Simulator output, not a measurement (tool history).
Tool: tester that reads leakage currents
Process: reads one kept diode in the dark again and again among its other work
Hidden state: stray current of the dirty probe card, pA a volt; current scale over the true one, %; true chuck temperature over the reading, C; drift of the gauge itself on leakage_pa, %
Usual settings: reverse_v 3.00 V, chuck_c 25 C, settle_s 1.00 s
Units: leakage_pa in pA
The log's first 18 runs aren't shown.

run	day	reverse_v	chuck_c	settle_s	hours of work since the probe card was cleaned	hours of work since the tester was calibrated	hours of work since the chuck was calibrated	leakage_pa
19	28.592	3.00	25	1.71	1399	356	389	143.61
20	29.854	3.00	21	1.00	1412	370	402	104.58
21	30.992	7.26	31	0.76	1424	382	414	375.59
22	32.721	7.26	31	0.76	1443	400	433	374.31
23	33.796	4.67	31	0.76	1454	412	444	296.33
24	35.483	3.00	27	1.00	1472	430	462	168.98
25	37.133	3.00	36	0.86	1490	447	480	341.32
26	38.704	3.00	36	0.86	1507	464	496	340.34
27	40.779	3.00	36	0.86	1529	486	518	340.18
28	42.788	3.00	36	0.86	1550	507	540	338.15
29	44.717	1.76	40	8.64	1571	528	560	342.72
30	46.142	2.68	37	8.64	1586	543	576	343.32
31	48.012	2.68	37	8.64	1606	563	595	343.06
32	49.938	15.21	27	0.59	1626	583	616	405.05
33	52.038	3.00	30	2.50	1648	606	638	210.06
34	53.988	13.47	30	6.46	1669	626	659	469.27
35	56.175	10.01	25	8.74	1692	650	682	267.16
36	58.350	10.01	25	8.74	1716	673	705	267.61
37	59.375	13.17	49	1.00	1726	684	716	1906.52
38	61.192	15.70	48	5.39	1746	703	736	1938.53
39	63.450	15.70	48	5.39	1770	727	760	1936.01

Forecast each of these 5 alternatives for the next run:
A	64.767	3.00	36	1.78	1784	741	774	?
B	64.767	1.53	28	1.00	1784	741	774	?
C	64.767	2.03	29	1.00	1784	741	774	?
D	64.767	2.67	48	7.03	1784	741	774	?
E	64.767	3.88	48	0.52	1784	741	774	?

run	leakage_pa
A	331.88
B	123.20
C	155.31
D	751.25
E	921.88
Without the tool's hidden state the same runs would have given:
run	leakage_pa
A	358.89
B	133.52
C	168.13
D	810.41
E	993.78
